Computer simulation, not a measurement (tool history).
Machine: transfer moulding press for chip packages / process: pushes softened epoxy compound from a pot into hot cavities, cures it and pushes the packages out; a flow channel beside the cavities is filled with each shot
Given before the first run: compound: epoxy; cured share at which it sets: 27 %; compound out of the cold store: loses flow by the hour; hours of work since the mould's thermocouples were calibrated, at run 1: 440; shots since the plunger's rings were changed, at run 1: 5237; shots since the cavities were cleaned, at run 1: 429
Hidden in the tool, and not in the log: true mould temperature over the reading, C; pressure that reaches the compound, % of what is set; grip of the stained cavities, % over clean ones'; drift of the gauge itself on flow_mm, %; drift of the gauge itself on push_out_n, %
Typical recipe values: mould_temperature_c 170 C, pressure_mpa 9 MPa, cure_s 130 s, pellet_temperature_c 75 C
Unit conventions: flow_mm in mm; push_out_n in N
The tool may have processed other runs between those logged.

run    hour  mould_temperature_c  pressure_mpa  cure_s  pellet_temperature_c  hours of work since the mould's thermocouples were calibrated  shots since the plunger's rings were changed  shots since the cavities were cleaned  incoming compound's hours out of the cold store  flow_mm  push_out_n
  1       0                  170             9     130                    75                                                            440                                          5237                                    429                                             41.6      900         257
  2    33.4                  170             9     130                    75                                                            461                                          5545                                    737                                             24.3      948         253
       65.1  -- cavities cleaned with cleaning compound and waxed
  3     106                  170             9     130                    74                                                            505                                          6200                                    377                                               10      995         252
  4   146.2                  170          7.37     130                    75                                                            530                                          6572                                    749                                             34.1      838         261
      156.1  -- plunger's sealing rings changed
      182.5  -- cavities cleaned with cleaning compound and waxed
  5   202.1                  170          7.37     130                    75                                                            563                                           411                                    182                                             38.8      826         256
  6   238.5                  170             9     130                    75                                                            585                                           746                                    517                                             41.5      908         259
      294.7  -- cavities cleaned with cleaning compound and waxed
  7   317.1                  170             9     130                    75                                                            633                                          1457                                    206                                             38.4      912         244
  8   362.8                  170             9     132                    75                                                            662                                          1878                                    627                                               38      913         259
      412.1  -- cavities cleaned with cleaning compound and waxed
  9   420.7                  164             9     132                    75                                                            697                                          2398                                     79                                             24.1      968         328
 10   490.9                  164             9     132                    75                                                            741                                          3045                                    726                                             13.4     1002         341
      524.7  -- cavities cleaned with cleaning compound and waxed
 11   571.1                  169             9     131                    83                                                            790                                          3771                                    428                                               10      995         257
 12   603.8                  169         10.37     120                    66                                                            810                                          4072                                    729                                             19.8     1040         312
      639.7  -- cavities cleaned with cleaning compound and waxed
 13   648.5                  171          9.48     123                    66                                                            837                                          4470                                     81                                             20.4      983         258
      692.7  -- mould's thermocouples calibrated
 14   722.5                  170             9     130                    77                                                             19                                          5134                                    745                                             10.8      988         257
      755.9  -- cavities cleaned with cleaning compound and waxed
 15   760.2                  170             9     125                    70                                                             41                                          5468                                     41                                             12.4      991         266
 16   825.8                  170             9     130                    85                                                             82                                          6073                                    646                                             12.1      990         259
      872.1  -- cavities cleaned with cleaning compound and waxed
      891.2  -- plunger's sealing rings changed
 17   897.6                  170          8.47     130                    79                                                            124                                            59                                    212                                             22.1      935         251
 18   949.2                  173           7.3     130                    79                                                            157                                           535                                    688                                             16.8      871         239
      989.8  -- cavities cleaned with cleaning compound and waxed
 19  1007.9                  171          9.65     156                    66                                                            192                                          1062                                    166                                             34.2      955         225

What if the next run were any one of these 3? Each begins from the tool's condition after run 19:
  A  1069.5                  175          10.4     156                    66                                                            231                                          1630                                    734                                             29.9        ?           ?
  B  1069.5                  165          7.43     130                    70                                                            231                                          1630                                    734                                               39        ?           ?
  C  1069.5                  170             9     115                    84                                                            231                                          1630                                    734                                             45.9        ?           ?

run  flow_mm  push_out_n
  A      992         231
  B      843         326
  C      891         301
Without the tool's hidden state the same runs would have given:
run  flow_mm  push_out_n
  A      992         227
  B      844         321
  C      891         296
